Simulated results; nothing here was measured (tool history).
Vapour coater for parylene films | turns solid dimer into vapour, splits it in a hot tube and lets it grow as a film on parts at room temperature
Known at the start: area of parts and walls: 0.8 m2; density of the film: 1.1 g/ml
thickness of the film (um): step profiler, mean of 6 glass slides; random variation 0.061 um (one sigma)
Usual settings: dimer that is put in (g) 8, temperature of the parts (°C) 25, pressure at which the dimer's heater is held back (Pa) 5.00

run	day	dimer that is put in (g)	temperature of the parts (°C)	pressure at which the dimer's heater is held back (Pa)	thickness of the film (um)
1	0.000	8	25	5.00	6.33
2	1.025	8	25	5.00	6.32
3	1.542	8	25	5.00	6.34
4	2.188	8	35	5.00	5.31
5	3.021	8	35	5.00	5.37
6	4.142	8	35	5.00	5.27
7	5.150	8	35	5.00	5.24
8	6.100	8	35	5.00	5.17
9	7.004	8	35	5.00	5.19
10	7.800	8	25	5.00	6.05
# day 8.246: trap's valve overhauled
11	8.783	8	25	5.00	7.26
12	9.879	6	36	5.44	4.31
13	10.992	6	36	5.44	4.39
14	11.812	4	18	2.87	4.41
15	12.379	9	35	10.74	5.66
# day 12.467: table's thermometer calibrated
16	13.071	11	33	3.34	8.78
17	13.612	7	19	3.59	7.23
18	14.700	7	19	3.59	7.10
19	15.608	3	19	2.79	3.19
20	16.375	9	25	11.66	6.64
21	17.062	6	25	3.62	5.50
22	18.112	6	25	3.62	5.48

4 ways to go on from here, each from the tool as it stands after run 22. What would each give?
A	18.942	14	19	3.62	?
B	18.942	7	24	2.42	?
C	18.942	9	19	5.30	?
D	18.942	3	19	5.00	?

run	thickness of the film (um)
A	13.97
B	6.95
C	8.34
D	2.84
Without the tool's hidden state the same runs would have given:
run	thickness of the film (um)
A	14.79
B	7.37
C	8.83
D	3.01
